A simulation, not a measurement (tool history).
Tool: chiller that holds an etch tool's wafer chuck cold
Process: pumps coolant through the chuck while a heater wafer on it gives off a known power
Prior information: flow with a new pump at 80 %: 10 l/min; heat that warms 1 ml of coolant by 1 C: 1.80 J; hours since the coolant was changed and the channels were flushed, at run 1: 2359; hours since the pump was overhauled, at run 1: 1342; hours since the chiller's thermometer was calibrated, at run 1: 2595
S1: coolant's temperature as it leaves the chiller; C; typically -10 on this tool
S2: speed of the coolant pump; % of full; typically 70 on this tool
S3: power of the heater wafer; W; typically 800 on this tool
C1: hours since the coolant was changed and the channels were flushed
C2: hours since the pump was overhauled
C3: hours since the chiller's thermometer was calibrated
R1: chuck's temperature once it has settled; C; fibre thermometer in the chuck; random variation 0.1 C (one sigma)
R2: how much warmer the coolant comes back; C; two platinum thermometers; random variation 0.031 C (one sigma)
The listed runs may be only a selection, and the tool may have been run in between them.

| run | hour | S1 | S2 | S3 | C1 | C2 | C3 | R1 | R2 |
|---|---|---|---|---|---|---|---|---|---|
| 1 | 0 | -10 | 70 | 800 | 2359 | 1342 | 2595 | -4.5 | 3.03 |
| 2 | 65.9 | -10 | 70 | 800 | 2425 | 1408 | 2661 | -4.5 | 3.12 |
| 3 | 128.7 | -10 | 70 | 800 | 2488 | 1471 | 2723 | -4.5 | 3.13 |
| 4 | 194.2 | -10 | 70 | 800 | 2553 | 1536 | 2789 | -4.6 | 3.16 |
| 5 | 250 | -10 | 70 | 800 | 2609 | 1592 | 2845 | -4.4 | 3.1 |
| 6 | 285.7 | -10 | 70 | 800 | 2645 | 1628 | 2880 | -4.6 | 3.11 |
| 7 | 340.2 | -10 | 70 | 800 | 2699 | 1682 | 2935 | -4.7 | 3.11 |
| 8 | 393.5 | -10 | 70 | 800 | 2752 | 1736 | 2988 | -4.4 | 3.13 |
| 9 | 455.5 | -20 | 70 | 800 | 2814 | 1798 | 3050 | -14.7 | 3.12 |
| 10 | 491.6 | -20 | 70 | 800 | 2851 | 1834 | 3086 | -14.5 | 3.18 |
| 11 | 551.7 | -20 | 70 | 800 | 2911 | 1894 | 3146 | -14.6 | 3.11 |
| 12 | 587.3 | -20 | 70 | 800 | 2946 | 1929 | 3182 | -14.4 | 3.11 |
| 13 | 627.4 | -18 | 70 | 800 | 2986 | 1970 | 3222 | -12.5 | 3.2 |
| 14 | 693.8 | -11 | 70 | 800 | 3053 | 2036 | 3289 | -5.6 | 3.14 |
| 15 | 721.1 | -11 | 70 | 800 | 3080 | 2063 | 3316 | -5.6 | 3.13 |
| 16 | 779.6 | -11 | 70 | 800 | 3139 | 2122 | 3374 | -5.5 | 3.16 |
| 17 | 835.3 | -11 | 70 | 800 | 3194 | 2177 | 3430 | -5.4 | 3.16 |
| 18 | 899.5 | -10 | 76 | 800 | 3258 | 2242 | 3494 | -5 | 2.9 |
| 19 | 940 | -10 | 93 | 800 | 3299 | 2282 | 3535 | -5.8 | 2.4 |
| 20 | 1001 | -10 | 87 | 579 | 3360 | 2343 | 3596 | -6.9 | 1.8 |
|  | 1010.7 | coolant pump overhauled |
| 21 | 1034.4 | -13 | 66 | 574 | 3388 | 24 | 3624 | -9.2 | 2.4 |
| 22 | 1090.2 | -17 | 81 | 640 | 3444 | 79 | 3680 | -13.2 | 2.23 |
|  | 1134.3 | coolant pump overhauled, once more |
| 23 | 1161.3 | -17 | 81 | 1111 | 3510 | 27 | 3746 | -10.4 | 3.67 |
| 24 | 1226.8 | -17 | 81 | 673 | 3576 | 92 | 3812 | -13.2 | 2.17 |
| 25 | 1283 | -17 | 93 | 937 | 3632 | 149 | 3868 | -12.4 | 2.66 |
| 26 | 1337 | -17 | 77 | 691 | 3686 | 203 | 3922 | -13.1 | 2.34 |
| 27 | 1392.9 | -17 | 77 | 691 | 3742 | 259 | 3978 | -12.8 | 2.41 |
| 28 | 1427.7 | -13 | 60 | 800 | 3777 | 293 | 4012 | -7.1 | 3.55 |
| 29 | 1475.1 | -12 | 72 | 800 | 3824 | 341 | 4060 | -7.2 | 2.99 |
| 30 | 1527 | -10 | 63 | 638 | 3876 | 393 | 4112 | -5.5 | 2.59 |
| 31 | 1581 | -10 | 70 | 566 | 3930 | 447 | 4166 | -6.6 | 2.14 |
| 32 | 1612.1 | -2 | 69 | 867 | 3961 | 478 | 4197 | 3.6 | 3.39 |

What differs in the tool's unlogged condition from the final listed run ahead of each entry between runs to the first listed run following it?
Runs 20 to 21: coolant pump overhauled (hour 1010.7)
  flow at a given pump speed, % of a new pump's: 96.1 -> 94.4; coolant's true temperature over the reading, C: -0.83 -> -0.84
  measured minus no-state result, R1: -0.5 -> -0.4 C; R2: +0.07 -> +0.14 C
Runs 22 to 23: coolant pump overhauled, once more (hour 1134.3)
  heat passed by the chuck's channels, % of clean ones': 91.1 -> 91; flow at a given pump speed, % of a new pump's: 94.3 -> 100.3; coolant's true temperature over the reading, C: -0.85 -> -0.86
  measured minus no-state result, R1: -0.3 -> -0.4 C; R2: +0.12 -> -0.02 C
